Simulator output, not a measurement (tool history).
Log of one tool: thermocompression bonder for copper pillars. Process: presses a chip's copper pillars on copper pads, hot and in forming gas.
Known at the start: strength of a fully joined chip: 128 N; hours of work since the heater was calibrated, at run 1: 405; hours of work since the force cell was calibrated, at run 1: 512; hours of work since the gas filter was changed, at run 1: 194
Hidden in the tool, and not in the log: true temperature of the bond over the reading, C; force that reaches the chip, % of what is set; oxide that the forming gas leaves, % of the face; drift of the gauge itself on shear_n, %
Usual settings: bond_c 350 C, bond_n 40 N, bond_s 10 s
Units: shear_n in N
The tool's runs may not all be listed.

| run | day | bond_c | bond_n | bond_s | hours of work since the heater was calibrated | hours of work since the force cell was calibrated | hours of work since the gas filter was changed | shear_n |
|---|---|---|---|---|---|---|---|---|
| 1 | 0 | 350 | 40 | 10 | 405 | 512 | 194 | 54.7 |
| 2 | 3.212 | 350 | 40 | 10 | 454 | 561 | 243 | 53.9 |
| 3 | 6.3 | 350 | 40 | 10 | 501 | 608 | 290 | 52.7 |
| 4 | 8.179 | 350 | 40 | 10 | 529 | 636 | 319 | 53.3 |
| 5 | 9.971 | 350 | 40 | 10 | 557 | 664 | 346 | 51.2 |
|  | 11.112 | forming gas filter changed |
| 6 | 12.721 | 350 | 40 | 10 | 598 | 706 | 25 | 55.2 |
| 7 | 16.025 | 350 | 40 | 10 | 649 | 756 | 75 | 53.5 |
| 8 | 18.6 | 350 | 40 | 10 | 688 | 795 | 114 | 53.7 |
| 9 | 21.108 | 350 | 40 | 10 | 727 | 834 | 153 | 52.4 |
| 10 | 24.438 | 350 | 40 | 10 | 777 | 884 | 203 | 52.2 |
| 11 | 27.721 | 350 | 40 | 10 | 828 | 935 | 254 | 51.6 |
| 12 | 30.408 | 350 | 40 | 10 | 869 | 976 | 295 | 49.7 |
| 13 | 32.008 | 350 | 40 | 10 | 893 | 1000 | 319 | 50.8 |
| 14 | 34.346 | 350 | 40 | 10 | 929 | 1036 | 355 | 48.9 |
|  | 34.858 | forming gas filter changed |
| 15 | 37.104 | 350 | 40 | 22 | 971 | 1078 | 34 | 65.5 |
| 16 | 40 | 350 | 40 | 22 | 1015 | 1122 | 79 | 67.2 |
| 17 | 41.446 | 350 | 40 | 22 | 1037 | 1144 | 101 | 66.4 |
|  | 43.954 | heater calibrated with a thermocouple chip |
| 18 | 44.529 | 350 | 40 | 22 | 9 | 1190 | 146 | 74.7 |
| 19 | 46.788 | 339 | 51 | 11 | 43 | 1224 | 181 | 65.8 |
| 20 | 48.371 | 350 | 51 | 16 | 67 | 1248 | 205 | 80.5 |
| 21 | 49.767 | 374 | 52 | 13 | 89 | 1270 | 226 | 94 |
| 22 | 51.308 | 352 | 40 | 21 | 112 | 1293 | 250 | 71.1 |
| 23 | 52.825 | 352 | 40 | 21 | 135 | 1316 | 273 | 71.2 |
| 24 | 56.117 | 341 | 55 | 11 | 186 | 1367 | 323 | 70.6 |
| 25 | 58.117 | 341 | 55 | 11 | 216 | 1397 | 354 | 67.4 |
|  | 58.712 | forming gas filter changed |
| 26 | 59.817 | 341 | 55 | 11 | 242 | 1423 | 17 | 72.4 |

3 ways to go on from here, each from the tool as it stands after run 26. What would each give?
| A | 62.608 | 330 | 28 | 26 | 285 | 1466 | 60 | ? |
| B | 62.608 | 340 | 39 | 25 | 285 | 1466 | 60 | ? |
| C | 62.608 | 337 | 59 | 12 | 285 | 1466 | 60 | ? |

| run | shear_n |
|---|---|
| A | 42.9 |
| B | 68.1 |
| C | 74 |
Without the tool's hidden state the same runs would have given:
| run | shear_n |
|---|---|
| A | 48.1 |
| B | 74.9 |
| C | 80.8 |

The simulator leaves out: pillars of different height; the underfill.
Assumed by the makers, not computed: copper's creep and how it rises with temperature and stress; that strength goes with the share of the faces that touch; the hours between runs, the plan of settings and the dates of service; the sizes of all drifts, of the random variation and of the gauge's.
